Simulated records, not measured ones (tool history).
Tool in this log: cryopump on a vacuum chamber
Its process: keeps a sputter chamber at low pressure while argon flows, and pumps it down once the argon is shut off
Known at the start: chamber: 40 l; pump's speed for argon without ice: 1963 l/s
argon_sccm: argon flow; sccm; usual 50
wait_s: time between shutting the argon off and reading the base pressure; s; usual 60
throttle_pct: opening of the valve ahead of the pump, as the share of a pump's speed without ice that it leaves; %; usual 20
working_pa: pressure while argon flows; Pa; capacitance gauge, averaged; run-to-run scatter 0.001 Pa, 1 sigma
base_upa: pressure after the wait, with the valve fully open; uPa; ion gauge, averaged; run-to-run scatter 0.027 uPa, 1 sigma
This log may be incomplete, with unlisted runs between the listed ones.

Run 1, hour 0: usual settings. Result: working_pa 0.218 Pa, base_upa 1.33 uPa.
Run 2, hour 32: usual settings but argon_sccm 20 sccm. Result: working_pa 0.0882 Pa, base_upa 1.29 uPa.
Run 3, hour 76.1: usual settings but argon_sccm 20 sccm. Result: working_pa 0.088 Pa, base_upa 1.32 uPa.
Run 4, hour 119.5: usual settings but argon_sccm 20 sccm. Result: working_pa 0.0875 Pa, base_upa 1.3 uPa.
Run 5, hour 140.5: usual settings but argon_sccm 20 sccm. Result: working_pa 0.0879 Pa, base_upa 1.34 uPa.
Run 6, hour 171.2: usual settings. Result: working_pa 0.2213 Pa, base_upa 1.27 uPa.
Run 7, hour 201.3: usual settings. Result: working_pa 0.2203 Pa, base_upa 1.34 uPa.
Run 8, hour 235.6: usual settings. Result: working_pa 0.224 Pa, base_upa 1.3 uPa.
Run 9, hour 262.2: usual settings. Result: working_pa 0.222 Pa, base_upa 1.34 uPa.
Run 10, hour 292.1: usual settings. Result: working_pa 0.2225 Pa, base_upa 1.29 uPa.
Run 11, hour 313.8: usual settings. Result: working_pa 0.2233 Pa, base_upa 1.35 uPa.
Run 12, hour 345.8: usual settings. Result: working_pa 0.223 Pa, base_upa 1.3 uPa.
At hour 356.4: pump warmed up, emptied and cooled again.
Run 13, hour 384.7: usual settings. Result: working_pa 0.2164 Pa, base_upa 1.37 uPa.
Run 14, hour 422.8: usual settings. Result: working_pa 0.2158 Pa, base_upa 1.31 uPa.
Run 15, hour 453.5: usual settings. Result: working_pa 0.2161 Pa, base_upa 1.31 uPa.
Run 16, hour 497.4: usual settings but argon_sccm 90 sccm, wait_s 140 s, throttle_pct 21 %. Result: working_pa 0.374 Pa, base_upa 0.7 uPa.
Run 17, hour 527: usual settings but argon_sccm 26 sccm, wait_s 140 s, throttle_pct 21 %. Result: working_pa 0.1072 Pa, base_upa 0.69 uPa.
Run 18, hour 554.3: usual settings but argon_sccm 65 sccm, wait_s 251 s, throttle_pct 26 %. Result: working_pa 0.2187 Pa, base_upa 0.49 uPa.
Run 19, hour 584.4: usual settings but argon_sccm 59 sccm, wait_s 59 s, throttle_pct 23 %. Result: working_pa 0.227 Pa, base_upa 1.32 uPa.
Run 20, hour 614.7: usual settings but argon_sccm 74 sccm, wait_s 59 s, throttle_pct 56 %. Result: working_pa 0.1177 Pa, base_upa 1.34 uPa.
Run 21, hour 654.2: usual settings but argon_sccm 52 sccm, wait_s 27 s, throttle_pct 19 %. Result: working_pa 0.2388 Pa, base_upa 2.64 uPa.
Run 22, hour 679: usual settings but argon_sccm 34 sccm, wait_s 291 s, throttle_pct 26 %. Result: working_pa 0.1142 Pa, base_upa 0.46 uPa.
Run 23, hour 711.2: usual settings but argon_sccm 94 sccm. Result: working_pa 0.4162 Pa, base_upa 1.33 uPa.
Run 24, hour 733.1: usual settings but argon_sccm 42 sccm, wait_s 132 s, throttle_pct 25 %. Result: working_pa 0.1479 Pa, base_upa 0.79 uPa.
Run 25, hour 761.8: usual settings but argon_sccm 23 sccm, wait_s 65 s, throttle_pct 37 %. Result: working_pa 0.0558 Pa, base_upa 1.26 uPa.

Here are 5 independent what-if runs from the current tool condition. What would each one return?
Run A, hour 782.9: usual settings but argon_sccm 67 sccm, throttle_pct 33 %. Result: working_pa ?, base_upa ?.
Run B, hour 782.9: usual settings but argon_sccm 24 sccm, wait_s 52 s, throttle_pct 32 %. Result: working_pa ?, base_upa ?.
Run C, hour 782.9: usual settings but argon_sccm 24 sccm, wait_s 167 s, throttle_pct 37 %. Result: working_pa ?, base_upa ?.
Run D, hour 782.9: usual settings but argon_sccm 23 sccm, wait_s 65 s, throttle_pct 55 %. Result: working_pa ?, base_upa ?.
Run E, hour 782.9: usual settings but argon_sccm 88 sccm, throttle_pct 44 %. Result: working_pa ?, base_upa ?.

run  working_pa  base_upa
  A      0.1808      1.33
  B      0.0675      1.49
  C      0.0588      0.68
  D       0.038      1.25
  E      0.1804      1.33
The same runs, with their run-to-run variation unchanged, on a tool lacking any hidden condition would have given:
run  working_pa  base_upa
  A      0.1741      1.21
  B      0.0651      1.36
  C      0.0564      0.56
  D      0.0357      1.12
  E      0.1716      1.21
